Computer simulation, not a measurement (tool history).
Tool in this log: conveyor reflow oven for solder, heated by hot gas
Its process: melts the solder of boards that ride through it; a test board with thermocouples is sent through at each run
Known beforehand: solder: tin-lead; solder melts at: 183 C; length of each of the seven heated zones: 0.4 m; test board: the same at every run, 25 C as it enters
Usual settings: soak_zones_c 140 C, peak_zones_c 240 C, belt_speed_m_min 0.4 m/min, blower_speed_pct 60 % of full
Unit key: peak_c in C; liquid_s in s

run   hour  soak_zones_c  peak_zones_c  belt_speed_m_min  blower_speed_pct  peak_c  liquid_s
  1      0           140           240               0.4                60   222.4        97
  2    5.4           140           240               0.4                60   222.5      96.4
      16.1  -- flux residue cleaned out of gas plates and filters
  3   16.1           140           240               0.4                60     225     100.2
  4   25.2           140           240               0.4                60   224.9     100.1
  5   32.6           140           240               0.4                60   224.9      99.7
  6   43.3           140           253               0.4                60   236.8     110.4
  7   50.8           140           240             0.374                60   226.9     109.7
  8   61.1           140           240             0.374                60   227.1     109.6
  9   66.8           140           240             0.374                60   226.9     109.6
 10   74.1           140           240             0.374                60   227.1     109.6
 11   84.5           140           240             0.374                60   227.1     109.9
 12   95.6           140           240             0.368                60   227.6     112.1
 13  101.6           140           240             0.368                60   227.8     111.9
 14  112.5           140           240             0.347                60   229.3       121
 15  123.8           151           230             0.402                54   216.1      96.5
 16  129.8           151           230             0.402                54   216.2      96.4
 17  140.2           151           230             0.402                54   216.2      96.4
 18  152.7           151           230             0.402                54   216.2      96.8
 19  164.4           137           235             0.399                82   225.2     100.4
 20  171.3           142           249             0.462                71   231.6      92.9
 21  181.6           142           249             0.462                71   231.6      92.9
 22    187           142           241             0.462                86   228.2      90.7
 23  195.1           152           241              0.46                86   229.7        97

Here are 4 independent what-if runs from the current tool condition. What would each one return?
  A  205.6           152           254              0.46                86       ?         ?
  B  205.6           153           234              0.46                55       ?         ?
  C  205.6           134           240               0.4                60       ?         ?
  D  205.6           147           250              0.46                75       ?         ?

run  peak_c  liquid_s
  A   241.5     104.3
  B     216      84.3
  C   223.8      95.5
  D   234.4      97.7
Stripped of hidden state, with their random variation kept, the same runs would have yielded:
run  peak_c  liquid_s
  A     241     103.3
  B   215.3      83.2
  C   223.1      94.3
  D   233.8      96.7
